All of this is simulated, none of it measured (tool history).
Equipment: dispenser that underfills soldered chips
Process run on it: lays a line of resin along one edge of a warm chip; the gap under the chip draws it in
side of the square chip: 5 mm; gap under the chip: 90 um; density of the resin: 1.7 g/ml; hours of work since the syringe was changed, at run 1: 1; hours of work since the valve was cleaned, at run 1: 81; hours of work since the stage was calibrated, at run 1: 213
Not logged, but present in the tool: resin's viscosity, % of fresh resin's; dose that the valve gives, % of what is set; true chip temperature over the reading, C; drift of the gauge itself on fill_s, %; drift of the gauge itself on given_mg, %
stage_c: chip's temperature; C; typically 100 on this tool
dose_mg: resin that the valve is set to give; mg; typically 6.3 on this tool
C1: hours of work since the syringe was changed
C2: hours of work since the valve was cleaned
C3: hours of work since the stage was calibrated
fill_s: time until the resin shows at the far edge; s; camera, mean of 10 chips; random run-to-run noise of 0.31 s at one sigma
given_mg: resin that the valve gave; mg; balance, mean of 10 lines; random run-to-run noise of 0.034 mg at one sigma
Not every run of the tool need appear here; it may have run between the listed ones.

run 1 hour=0 | stage_c=100 dose_mg=6.3 | C1=1 C2=81 C3=213 | fill_s=9.2 given_mg=6.14
run 2 hour=6.2 | stage_c=100 dose_mg=6.3 | C1=5 C2=85 C3=216 | fill_s=12.2 given_mg=6.15
-- hour=7 new syringe of resin
run 3 hour=14.1 | stage_c=100 dose_mg=6.05 | C1=4 C2=89 C3=221 | fill_s=10.6 given_mg=5.89
-- hour=15.6 new syringe of resin
run 4 hour=22.5 | stage_c=100 dose_mg=7.84 | C1=4 C2=94 C3=226 | fill_s=10.5 given_mg=7.6
-- hour=24.3 new syringe of resin
run 5 hour=30.1 | stage_c=86 dose_mg=6.3 | C1=4 C2=99 C3=231 | fill_s=17.6 given_mg=6.12
-- hour=32.8 new syringe of resin
run 6 hour=38.5 | stage_c=86 dose_mg=6.3 | C1=4 C2=104 C3=236 | fill_s=17.2 given_mg=6.06
-- hour=41.7 new syringe of resin
run 7 hour=43.5 | stage_c=86 dose_mg=6.3 | C1=1 C2=107 C3=238 | fill_s=15.1 given_mg=6.08
-- hour=50.5 new syringe of resin
run 8 hour=52.3 | stage_c=100 dose_mg=6.3 | C1=1 C2=112 C3=244 | fill_s=9.1 given_mg=6.11
-- hour=59.2 new syringe of resin
run 9 hour=60.3 | stage_c=100 dose_mg=6.3 | C1=1 C2=117 C3=248 | fill_s=9 given_mg=6.05
run 10 hour=64.6 | stage_c=100 dose_mg=6.3 | C1=3 C2=119 C3=251 | fill_s=10.3 given_mg=6.02
-- hour=68.1 new syringe of resin
run 11 hour=72.5 | stage_c=100 dose_mg=6.3 | C1=3 C2=124 C3=256 | fill_s=9.9 given_mg=6.05
-- hour=76.6 new syringe of resin
run 12 hour=79.1 | stage_c=100 dose_mg=6.3 | C1=2 C2=128 C3=260 | fill_s=9 given_mg=6.05
-- hour=85.6 new syringe of resin
run 13 hour=86.3 | stage_c=88 dose_mg=6.3 | C1=0 C2=132 C3=264 | fill_s=12.7 given_mg=6.03
run 14 hour=90.4 | stage_c=88 dose_mg=6.1 | C1=3 C2=135 C3=266 | fill_s=15.6 given_mg=5.87
-- hour=94.4 new syringe of resin
run 15 hour=95.2 | stage_c=88 dose_mg=6.1 | C1=0 C2=137 C3=269 | fill_s=12.5 given_mg=5.83
-- hour=103 new syringe of resin
run 16 hour=103.1 | stage_c=88 dose_mg=6.1 | C1=0 C2=142 C3=274 | fill_s=12.5 given_mg=5.79
run 17 hour=108.1 | stage_c=88 dose_mg=6.1 | C1=3 C2=145 C3=277 | fill_s=15.6 given_mg=5.86
-- hour=111.4 dispensing valve cleaned and set on the balance
-- hour=113 new syringe of resin
run 18 hour=117.4 | stage_c=88 dose_mg=6.1 | C1=3 C2=3 C3=282 | fill_s=15.2 given_mg=6.11
-- hour=121.6 new syringe of resin
run 19 hour=125.8 | stage_c=109 dose_mg=7.77 | C1=3 C2=8 C3=287 | fill_s=6.9 given_mg=7.74
-- hour=130.3 new syringe of resin
run 20 hour=132.8 | stage_c=109 dose_mg=7.77 | C1=1 C2=13 C3=291 | fill_s=7 given_mg=7.69
run 21 hour=138.4 | stage_c=94 dose_mg=6.3 | C1=5 C2=16 C3=294 | fill_s=14.4 given_mg=6.32
-- hour=139.2 new syringe of resin
run 22 hour=144 | stage_c=106 dose_mg=6.38 | C1=3 C2=19 C3=298 | fill_s=8.7 given_mg=6.28
-- hour=147.8 new syringe of resin
run 23 hour=147.8 | stage_c=106 dose_mg=6.38 | C1=0 C2=21 C3=300 | fill_s=6.5 given_mg=6.35
-- hour=156.5 new syringe of resin
run 24 hour=156.6 | stage_c=106 dose_mg=6.38 | C1=0 C2=27 C3=305 | fill_s=6.1 given_mg=6.29
run 25 hour=164.2 | stage_c=100 dose_mg=5.95 | C1=5 C2=31 C3=310 | fill_s=11.3 given_mg=5.94
-- hour=165.4 new syringe of resin
run 26 hour=172 | stage_c=100 dose_mg=5.95 | C1=4 C2=36 C3=314 | fill_s=11 given_mg=5.92
-- hour=174.2 new syringe of resin
run 27 hour=178.8 | stage_c=88 dose_mg=5.89 | C1=3 C2=40 C3=318 | fill_s=16.2 given_mg=5.8
-- hour=183.2 new syringe of resin
run 28 hour=186.7 | stage_c=106 dose_mg=5.61 | C1=2 C2=45 C3=323 | fill_s=7.8 given_mg=5.53
run 29 hour=190.9 | stage_c=100 dose_mg=7.37 | C1=5 C2=47 C3=326 | fill_s=11.6 given_mg=7.31
-- hour=192.2 new syringe of resin
run 30 hour=198.2 | stage_c=100 dose_mg=7.37 | C1=4 C2=52 C3=330 | fill_s=10.8 given_mg=7.18
-- hour=200.7 new syringe of resin
run 31 hour=205.7 | stage_c=100 dose_mg=7.89 | C1=3 C2=56 C3=334 | fill_s=10.3 given_mg=7.77

5 options for the next run, each taken on its own from the tool as it stands now. Forecast them:
-- hour=209.2 new syringe of resin
run A hour=209.9 | stage_c=106 dose_mg=5.44 | C1=0 C2=58 C3=337 | fill_s=? given_mg=?
-- hour=209.2 new syringe of resin
run B hour=209.9 | stage_c=90 dose_mg=5.59 | C1=0 C2=58 C3=337 | fill_s=? given_mg=?
-- hour=209.2 new syringe of resin
run C hour=209.9 | stage_c=105 dose_mg=7.9 | C1=0 C2=58 C3=337 | fill_s=? given_mg=?
-- hour=209.2 new syringe of resin
run D hour=209.9 | stage_c=110 dose_mg=7.99 | C1=0 C2=58 C3=337 | fill_s=? given_mg=?
-- hour=209.2 new syringe of resin
run E hour=209.9 | stage_c=85 dose_mg=5.47 | C1=0 C2=58 C3=337 | fill_s=? given_mg=?

run=A fill_s=6.3 given_mg=5.32
run=B fill_s=11.5 given_mg=5.52
run=C fill_s=7.1 given_mg=7.73
run=D fill_s=5.1 given_mg=7.84
run=E fill_s=14.3 given_mg=5.41
The same runs, with their run-to-run variation unchanged, on a tool lacking any hidden condition would have given:
run=A fill_s=6.4 given_mg=5.42
run=B fill_s=11.7 given_mg=5.62
run=C fill_s=7.3 given_mg=7.87
run=D fill_s=5.2 given_mg=7.98
run=E fill_s=14.6 given_mg=5.5
